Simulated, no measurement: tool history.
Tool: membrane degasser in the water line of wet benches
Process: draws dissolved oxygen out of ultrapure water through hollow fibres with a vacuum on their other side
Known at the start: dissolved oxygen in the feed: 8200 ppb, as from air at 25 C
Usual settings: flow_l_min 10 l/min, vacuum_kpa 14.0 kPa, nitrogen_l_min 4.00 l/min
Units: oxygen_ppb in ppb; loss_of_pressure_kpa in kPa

{"run": 1, "hour": 0.0, "flow_l_min": 10, "vacuum_kpa": 14.0, "nitrogen_l_min": 4.0, "oxygen_ppb": 85.0, "loss_of_pressure_kpa": 64.86}
{"run": 2, "hour": 46.4, "flow_l_min": 10, "vacuum_kpa": 14.0, "nitrogen_l_min": 4.25, "oxygen_ppb": 80.2, "loss_of_pressure_kpa": 65.18}
{"run": 3, "hour": 121.1, "flow_l_min": 10, "vacuum_kpa": 14.0, "nitrogen_l_min": 4.25, "oxygen_ppb": 81.2, "loss_of_pressure_kpa": 64.94}
{"run": 4, "hour": 194.6, "flow_l_min": 10, "vacuum_kpa": 14.0, "nitrogen_l_min": 4.0, "oxygen_ppb": 84.4, "loss_of_pressure_kpa": 65.11}
{"run": 5, "hour": 260.8, "flow_l_min": 10, "vacuum_kpa": 13.7, "nitrogen_l_min": 4.0, "oxygen_ppb": 83.7, "loss_of_pressure_kpa": 64.49}
{"run": 6, "hour": 336.1, "flow_l_min": 10, "vacuum_kpa": 12.7, "nitrogen_l_min": 4.0, "oxygen_ppb": 77.0, "loss_of_pressure_kpa": 64.74}
{"run": 7, "hour": 388.4, "flow_l_min": 10, "vacuum_kpa": 14.0, "nitrogen_l_min": 4.0, "oxygen_ppb": 84.8, "loss_of_pressure_kpa": 64.89}
{"run": 8, "hour": 431.6, "flow_l_min": 10, "vacuum_kpa": 14.0, "nitrogen_l_min": 4.0, "oxygen_ppb": 85.8, "loss_of_pressure_kpa": 65.12}
{"run": 9, "hour": 463.7, "flow_l_min": 10, "vacuum_kpa": 14.0, "nitrogen_l_min": 4.0, "oxygen_ppb": 86.5, "loss_of_pressure_kpa": 64.76}
{"run": 10, "hour": 531.6, "flow_l_min": 10, "vacuum_kpa": 14.0, "nitrogen_l_min": 5.47, "oxygen_ppb": 67.5, "loss_of_pressure_kpa": 64.89}
{"run": 11, "hour": 576.0, "flow_l_min": 10, "vacuum_kpa": 30.3, "nitrogen_l_min": 4.0, "oxygen_ppb": 187.5, "loss_of_pressure_kpa": 65.08}
{"hour": 630.5, "done": "vacuum gauge calibrated"}
{"run": 12, "hour": 636.4, "flow_l_min": 10, "vacuum_kpa": 30.3, "nitrogen_l_min": 4.0, "oxygen_ppb": 187.9, "loss_of_pressure_kpa": 64.81}
{"run": 13, "hour": 686.6, "flow_l_min": 10, "vacuum_kpa": 30.3, "nitrogen_l_min": 4.0, "oxygen_ppb": 182.6, "loss_of_pressure_kpa": 64.87}
{"run": 14, "hour": 732.3, "flow_l_min": 10, "vacuum_kpa": 11.6, "nitrogen_l_min": 4.0, "oxygen_ppb": 70.7, "loss_of_pressure_kpa": 65.11}
{"run": 15, "hour": 771.9, "flow_l_min": 10, "vacuum_kpa": 11.6, "nitrogen_l_min": 4.0, "oxygen_ppb": 71.3, "loss_of_pressure_kpa": 65.08}
{"run": 16, "hour": 806.0, "flow_l_min": 10, "vacuum_kpa": 11.6, "nitrogen_l_min": 4.0, "oxygen_ppb": 70.7, "loss_of_pressure_kpa": 65.59}
{"run": 17, "hour": 869.8, "flow_l_min": 10, "vacuum_kpa": 11.6, "nitrogen_l_min": 4.0, "oxygen_ppb": 69.8, "loss_of_pressure_kpa": 65.06}

The next listed run, before its measurement:
{"run": 18, "hour": 937.2, "flow_l_min": 9, "vacuum_kpa": 17.6, "nitrogen_l_min": 4.0, "oxygen_ppb": "?", "loss_of_pressure_kpa": "?"}

oxygen_ppb: 96.2 ppb
loss_of_pressure_kpa: 58.92 kPa
Without the tool's hidden state the same run would have given oxygen_ppb 90.4 ppb, loss_of_pressure_kpa 58.54 kPa.

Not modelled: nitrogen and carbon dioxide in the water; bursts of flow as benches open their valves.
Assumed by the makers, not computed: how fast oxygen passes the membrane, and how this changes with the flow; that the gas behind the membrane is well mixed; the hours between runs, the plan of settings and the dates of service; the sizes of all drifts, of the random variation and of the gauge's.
